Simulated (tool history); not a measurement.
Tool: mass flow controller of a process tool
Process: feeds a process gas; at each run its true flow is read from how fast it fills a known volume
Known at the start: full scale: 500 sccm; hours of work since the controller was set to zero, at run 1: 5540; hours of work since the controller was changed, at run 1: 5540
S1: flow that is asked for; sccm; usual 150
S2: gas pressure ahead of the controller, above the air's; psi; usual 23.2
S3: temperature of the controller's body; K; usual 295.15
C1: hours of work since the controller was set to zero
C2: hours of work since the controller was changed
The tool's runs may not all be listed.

{"run": 1, "hour": 0.0, "S1": 150, "S2": 23.2, "S3": 295.15, "C1": 5540, "C2": 5540, "true flow (%)": 92.52}
{"hour": 177.3, "done": "controller exchanged for a calibrated one"}
{"run": 2, "hour": 310.0, "S1": 150, "S2": 23.2, "S3": 313.15, "C1": 53, "C2": 53, "true flow (%)": 97.21}
{"run": 3, "hour": 551.8, "S1": 150, "S2": 23.2, "S3": 313.15, "C1": 148, "C2": 148, "true flow (%)": 96.94}
{"run": 4, "hour": 711.4, "S1": 150, "S2": 23.2, "S3": 295.15, "C1": 212, "C2": 212, "true flow (%)": 98.02}
{"run": 5, "hour": 1045.5, "S1": 150, "S2": 23.2, "S3": 295.15, "C1": 344, "C2": 344, "true flow (%)": 98.13}
{"run": 6, "hour": 1260.1, "S1": 150, "S2": 23.2, "S3": 295.15, "C1": 429, "C2": 429, "true flow (%)": 98.02}
{"run": 7, "hour": 1558.8, "S1": 150, "S2": 23.2, "S3": 295.15, "C1": 547, "C2": 547, "true flow (%)": 97.88}
{"run": 8, "hour": 1824.1, "S1": 67, "S2": 23.2, "S3": 295.15, "C1": 652, "C2": 652, "true flow (%)": 97.28}
{"run": 9, "hour": 2061.8, "S1": 67, "S2": 23.2, "S3": 295.15, "C1": 747, "C2": 747, "true flow (%)": 96.96}
{"run": 10, "hour": 2322.3, "S1": 67, "S2": 23.2, "S3": 295.15, "C1": 850, "C2": 850, "true flow (%)": 96.82}
{"run": 11, "hour": 2643.1, "S1": 67, "S2": 23.2, "S3": 295.15, "C1": 977, "C2": 977, "true flow (%)": 96.69}
{"run": 12, "hour": 2976.9, "S1": 137, "S2": 28.0, "S3": 310.15, "C1": 1109, "C2": 1109, "true flow (%)": 96.35}
{"run": 13, "hour": 3177.0, "S1": 375, "S2": 39.0, "S3": 308.15, "C1": 1188, "C2": 1188, "true flow (%)": 98.29}
{"run": 14, "hour": 3493.7, "S1": 351, "S2": 25.2, "S3": 302.15, "C1": 1314, "C2": 1314, "true flow (%)": 98.03}
{"run": 15, "hour": 3730.6, "S1": 182, "S2": 40.3, "S3": 308.15, "C1": 1408, "C2": 1408, "true flow (%)": 96.97}
{"run": 16, "hour": 4000.6, "S1": 238, "S2": 23.2, "S3": 295.15, "C1": 1515, "C2": 1515, "true flow (%)": 97.56}

Forecast each of these 3 alternatives for the next run:
{"run": "A", "hour": 4277.4, "S1": 114, "S2": 23.6, "S3": 308.15, "C1": 1624, "C2": 1624, "true flow (%)": "?"}
{"run": "B", "hour": 4277.4, "S1": 67, "S2": 22.3, "S3": 311.15, "C1": 1624, "C2": 1624, "true flow (%)": "?"}
{"run": "C", "hour": 4277.4, "S1": 65, "S2": 23.2, "S3": 295.15, "C1": 1624, "C2": 1624, "true flow (%)": "?"}

run=A true_flow_(%)=95.51
run=B true_flow_(%)=94.83
run=C true_flow_(%)=95.74
Without the tool's hidden state the same runs would have given:
run=A true_flow_(%)=97.12
run=B true_flow_(%)=96.89
run=C true_flow_(%)=97.83
